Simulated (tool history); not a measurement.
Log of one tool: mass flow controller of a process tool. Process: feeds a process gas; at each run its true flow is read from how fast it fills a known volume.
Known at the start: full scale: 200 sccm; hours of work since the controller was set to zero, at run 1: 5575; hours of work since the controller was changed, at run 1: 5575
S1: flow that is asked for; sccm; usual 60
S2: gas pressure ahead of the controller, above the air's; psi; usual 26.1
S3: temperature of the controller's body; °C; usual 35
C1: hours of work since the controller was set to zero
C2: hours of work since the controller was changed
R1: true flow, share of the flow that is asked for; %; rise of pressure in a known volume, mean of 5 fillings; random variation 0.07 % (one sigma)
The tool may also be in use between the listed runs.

run	hour	S1	S2	S3	C1	C2	R1
1	0	60	26.1	35	5575	5575	100.49
2	116	60	26.1	35	5648	5648	100.43
3	300.7	164	26.1	35	5763	5763	99.7
4	508.1	164	26.1	35	5892	5892	99.73
5	654.9	164	26.1	35	5983	5983	99.71
6	804.8	164	26.1	35	6077	6077	99.85
7	915	32	26.1	35	6145	6145	103.7
8	1125.4	60	36	35	6277	6277	100.99
9	1287.4	60	36	35	6377	6377	101.05
10	1404.7	60	36	35	6451	6451	101.01
# hour 1507.2: controller's zero set anew
11	1630.3	60	24.7	35	77	6591	97.05
12	1745.4	60	24.7	35	148	6662	96.82
13	1875.1	60	24.7	35	229	6743	96.88
14	2063.6	60	26.1	39	347	6861	97.32
15	2275.8	60	26.1	39	479	6993	97.34
16	2502.1	60	26.1	39	620	7134	97.4
17	2678.1	76	26.1	35	729	7243	97.29
18	2818.2	76	26.5	35	817	7331	97.29
19	3005.4	76	26.5	35	933	7447	97.19
20	3174.3	60	30.5	35	1039	7553	97.48
21	3364.2	60	30.5	35	1157	7671	97.16
22	3492.6	60	30.5	35	1237	7751	97.32
23	3605.7	184	30.5	35	1307	7821	98.47
24	3782	184	30.5	35	1417	7931	98.58
25	3975.4	86	21	35	1538	8052	97.11
26	4167.8	86	20.5	35	1657	8171	97.14
27	4330	86	20.5	35	1758	8273	97.31
28	4554.9	86	40.2	23	1899	8413	96.69
29	4763.7	81	22.5	20	2029	8543	95.65
30	4980.8	177	22.9	23	2164	8678	96.83
31	5114.4	140	26.1	21	2247	8761	96.27
32	5261.3	60	26.1	30	2339	8853	96.87
33	5483.6	95	30.9	30	2477	8991	97.05
34	5662.2	187	26.1	35	2588	9102	98.4
35	5761.7	101	26.1	35	2650	9164	97.59
36	5937.3	34	34.7	27	2760	9274	98.26
37	6095.5	34	34.7	27	2858	9372	98.44
38	6252.7	34	34.7	27	2956	9470	98.43
39	6445.2	34	34.7	27	3076	9590	98.44
40	6611.1	52	31.3	27	3180	9694	97.53
41	6814.8	38	34.2	27	3306	9820	98.23
42	6967.9	38	34.2	27	3402	9916	98.31
43	7067.1	33	21.5	35	3464	9978	99.24
44	7168.2	33	33.8	37	3527	10041	100.08
45	7360.1	27	24.2	39	3646	10160	100.84
46	7471.3	69	33.9	32	3715	10229	97.69
47	7582.2	69	33.9	32	3784	10299	97.7
48	7739.5	53	33.9	30	3883	10397	98

Forecast each of these 3 alternatives for the next run:
A	7832.2	40	26.1	30	3940	10454	?
B	7832.2	60	26.1	20	3940	10454	?
C	7832.2	38	29.9	22	3940	10454	?

run	R1
A	98.55
B	96.3
C	98.12
Without the tool's hidden state the same runs would have given:
run	R1
A	98.06
B	97.16
C	97.41
